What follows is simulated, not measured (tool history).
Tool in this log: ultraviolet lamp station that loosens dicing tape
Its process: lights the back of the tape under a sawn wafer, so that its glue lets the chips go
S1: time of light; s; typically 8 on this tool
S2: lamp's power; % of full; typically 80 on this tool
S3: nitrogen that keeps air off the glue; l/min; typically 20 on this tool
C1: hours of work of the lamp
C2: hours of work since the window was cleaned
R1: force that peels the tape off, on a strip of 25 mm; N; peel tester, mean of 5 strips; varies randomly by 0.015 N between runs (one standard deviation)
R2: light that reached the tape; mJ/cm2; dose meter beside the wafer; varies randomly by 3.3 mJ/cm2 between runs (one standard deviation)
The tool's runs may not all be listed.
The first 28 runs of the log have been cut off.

run	day	S1	S2	S3	C1	C2	R1	R2
29	16.346	11	60	10	451	9	1.441	468
30	16.946	7	77	11	458	16	1.893	381
31	17.592	4	80	28	465	23	2.209	226
32	17.946	4	80	28	469	27	2.327	223
33	18.650	4	80	28	477	35	2.367	224
34	19.296	15	70	20	484	42	0.361	731
35	19.942	8	76	15	491	49	1.386	422
36	20.629	14	79	23	499	57	0.300	752
37	21.025	5	63	20	504	62	2.820	217
38	21.825	5	63	20	513	71	2.792	220
39	22.492	5	63	20	520	78	2.735	215
40	23.054	7	80	7	526	85	2.330	381
41	23.733	7	80	7	534	92	2.386	381
42	24.279	12	80	10	540	98	0.841	647

Alternative continuations, all from the tool just after run 42; predict every row:
A	24.896	8	96	21	547	105	?	?
B	24.896	8	87	14	547	105	?	?
C	24.896	15	82	30	547	105	?	?

run	R1	R2
A	0.719	517
B	1.177	467
C	0.218	823
Without the tool's hidden state the same runs would have given:
run	R1	R2
A	0.450	642
B	0.783	581
C	0.170	1023
